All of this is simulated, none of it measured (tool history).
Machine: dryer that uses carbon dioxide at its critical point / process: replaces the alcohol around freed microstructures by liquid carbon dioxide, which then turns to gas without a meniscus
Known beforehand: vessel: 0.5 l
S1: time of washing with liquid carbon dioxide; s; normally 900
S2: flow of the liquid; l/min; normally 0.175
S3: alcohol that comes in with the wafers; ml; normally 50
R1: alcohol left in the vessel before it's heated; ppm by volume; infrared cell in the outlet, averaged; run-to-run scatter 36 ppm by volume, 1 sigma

| run | hour | S1 | S2 | S3 | R1 |
|---|---|---|---|---|---|
| 1 | 0 | 900 | 0.175 | 50 | 2471 |
| 2 | 9.3 | 900 | 0.175 | 50 | 2507 |
| 3 | 17 | 900 | 0.175 | 50 | 2523 |
| 4 | 26.9 | 900 | 0.175 | 50 | 2494 |
| 5 | 34.7 | 1020 | 0.175 | 50 | 1544 |
| 6 | 39.1 | 1020 | 0.175 | 50 | 1543 |
| 7 | 44 | 1020 | 0.175 | 50 | 1578 |
| 8 | 50.9 | 600 | 0.194 | 119 | 16238 |
| 9 | 60.2 | 900 | 0.167 | 24 | 1461 |
| 10 | 66.5 | 900 | 0.167 | 24 | 1461 |
| 11 | 75.8 | 900 | 0.167 | 24 | 1517 |
| 12 | 84.9 | 900 | 0.167 | 24 | 1462 |
| 13 | 90.6 | 840 | 0.207 | 29 | 1053 |

Alternative continuations, all from the tool just after run 13; predict every row:
| A | 101 | 840 | 0.175 | 42 | ? |
| B | 101 | 540 | 0.116 | 29 | ? |
| C | 101 | 960 | 0.207 | 27 | ? |
| D | 101 | 1140 | 0.107 | 101 | ? |
| E | 101 | 1020 | 0.106 | 72 | ? |

| run | R1 |
|---|---|
| A | 2749 |
| B | 13430 |
| C | 557 |
| D | 11613 |
| E | 11254 |
What these runs would have given with no unlogged condition in the tool:
| run | R1 |
|---|---|
| A | 2569 |
| B | 13057 |
| C | 500 |
| D | 11001 |
| E | 10724 |
